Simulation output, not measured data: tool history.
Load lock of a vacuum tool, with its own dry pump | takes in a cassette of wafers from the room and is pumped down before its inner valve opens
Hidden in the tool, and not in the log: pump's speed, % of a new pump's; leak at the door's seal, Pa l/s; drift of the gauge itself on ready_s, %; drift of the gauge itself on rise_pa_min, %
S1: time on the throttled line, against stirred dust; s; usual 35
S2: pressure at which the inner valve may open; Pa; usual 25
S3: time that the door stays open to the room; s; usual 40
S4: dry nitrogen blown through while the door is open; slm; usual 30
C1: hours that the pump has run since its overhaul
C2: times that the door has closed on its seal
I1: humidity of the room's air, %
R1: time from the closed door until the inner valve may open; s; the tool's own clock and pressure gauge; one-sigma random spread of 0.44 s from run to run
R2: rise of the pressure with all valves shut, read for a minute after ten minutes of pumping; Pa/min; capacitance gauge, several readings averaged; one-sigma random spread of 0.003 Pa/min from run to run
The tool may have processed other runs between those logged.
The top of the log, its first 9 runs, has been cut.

{"run": 10, "hour": 1741.8, "S1": 35, "S2": 32, "S3": 40, "S4": 13, "C1": 5205, "C2": 12843, "I1": 44.4, "R1": 56.4, "R2": 0.139}
{"run": 11, "hour": 1926.0, "S1": 21, "S2": 25, "S3": 40, "S4": 30, "C1": 5390, "C2": 13140, "I1": 41.9, "R1": 45.6, "R2": 0.135}
{"run": 12, "hour": 2096.7, "S1": 21, "S2": 25, "S3": 40, "S4": 30, "C1": 5560, "C2": 13416, "I1": 45.3, "R1": 45.9, "R2": 0.138}
{"run": 13, "hour": 2242.4, "S1": 21, "S2": 25, "S3": 40, "S4": 30, "C1": 5706, "C2": 13651, "I1": 44.9, "R1": 45.9, "R2": 0.139}
{"run": 14, "hour": 2461.2, "S1": 21, "S2": 25, "S3": 40, "S4": 30, "C1": 5925, "C2": 14004, "I1": 45.2, "R1": 46.1, "R2": 0.151}
{"run": 15, "hour": 2668.6, "S1": 35, "S2": 25, "S3": 49, "S4": 30, "C1": 6132, "C2": 14338, "I1": 42.9, "R1": 57.4, "R2": 0.151}
{"run": 16, "hour": 2849.6, "S1": 35, "S2": 25, "S3": 49, "S4": 30, "C1": 6313, "C2": 14630, "I1": 47.3, "R1": 57.5, "R2": 0.154}
{"run": 17, "hour": 2976.7, "S1": 35, "S2": 25, "S3": 49, "S4": 30, "C1": 6440, "C2": 14835, "I1": 47, "R1": 57.6, "R2": 0.162}
{"run": 18, "hour": 3171.7, "S1": 35, "S2": 25, "S3": 49, "S4": 30, "C1": 6635, "C2": 15150, "I1": 47.1, "R1": 58.1, "R2": 0.166}
{"run": 19, "hour": 3279.4, "S1": 35, "S2": 25, "S3": 49, "S4": 30, "C1": 6743, "C2": 15324, "I1": 42.3, "R1": 57.6, "R2": 0.167}
{"run": 20, "hour": 3418.8, "S1": 35, "S2": 25, "S3": 49, "S4": 30, "C1": 6882, "C2": 15549, "I1": 42.4, "R1": 58.3, "R2": 0.169}
{"run": 21, "hour": 3611.7, "S1": 28, "S2": 25, "S3": 40, "S4": 30, "C1": 7075, "C2": 15860, "I1": 47.9, "R1": 52.4, "R2": 0.18}
{"run": 22, "hour": 3830.4, "S1": 28, "S2": 25, "S3": 118, "S4": 30, "C1": 7294, "C2": 16213, "I1": 43.7, "R1": 52.4, "R2": 0.191}
{"run": 23, "hour": 3939.2, "S1": 28, "S2": 25, "S3": 140, "S4": 30, "C1": 7403, "C2": 16388, "I1": 46.1, "R1": 52.1, "R2": 0.191}
{"run": 24, "hour": 4049.5, "S1": 28, "S2": 25, "S3": 140, "S4": 30, "C1": 7513, "C2": 16567, "I1": 48.5, "R1": 51.6, "R2": 0.197}
{"run": 25, "hour": 4244.5, "S1": 54, "S2": 32, "S3": 43, "S4": 18, "C1": 7708, "C2": 16881, "I1": 44.8, "R1": 73.2, "R2": 0.193}
{"run": 26, "hour": 4403.8, "S1": 54, "S2": 32, "S3": 43, "S4": 18, "C1": 7867, "C2": 17138, "I1": 46.6, "R1": 72.5, "R2": 0.194}
{"run": 27, "hour": 4599.5, "S1": 31, "S2": 25, "S3": 40, "S4": 5, "C1": 8063, "C2": 17454, "I1": 49.2, "R1": 54.9, "R2": 0.21}
{"run": 28, "hour": 4787.6, "S1": 22, "S2": 25, "S3": 40, "S4": 6, "C1": 8251, "C2": 17758, "I1": 45.2, "R1": 47.8, "R2": 0.216}
{"run": 29, "hour": 5053.0, "S1": 48, "S2": 25, "S3": 40, "S4": 25, "C1": 8517, "C2": 18186, "I1": 44.1, "R1": 68.6, "R2": 0.209}
{"run": 30, "hour": 5188.1, "S1": 35, "S2": 25, "S3": 44, "S4": 30, "C1": 8652, "C2": 18404, "I1": 47.5, "R1": 59.2, "R2": 0.21}
{"run": 31, "hour": 5419.8, "S1": 35, "S2": 25, "S3": 93, "S4": 30, "C1": 8883, "C2": 18778, "I1": 45.5, "R1": 58.1, "R2": 0.223}
{"run": 32, "hour": 5551.8, "S1": 35, "S2": 25, "S3": 93, "S4": 30, "C1": 9015, "C2": 18991, "I1": 44.9, "R1": 58.6, "R2": 0.23}
{"run": 33, "hour": 5766.6, "S1": 18, "S2": 25, "S3": 66, "S4": 30, "C1": 9230, "C2": 19337, "I1": 44.9, "R1": 44.4, "R2": 0.234}
{"run": 34, "hour": 5905.4, "S1": 18, "S2": 25, "S3": 66, "S4": 30, "C1": 9369, "C2": 19561, "I1": 46.7, "R1": 44.8, "R2": 0.229}

Predict the results of run 35:
{"run": 35, "hour": 6066.4, "S1": 62, "S2": 25, "S3": 109, "S4": 30, "C1": 9530, "C2": 19821, "I1": 42.4, "R1": "?", "R2": "?"}

{"run 35": {"R1": 80.8, "R2": 0.239}}
With no hidden state in the tool, this same run would have given R1 78.1 s, R2 0.023 Pa/min.
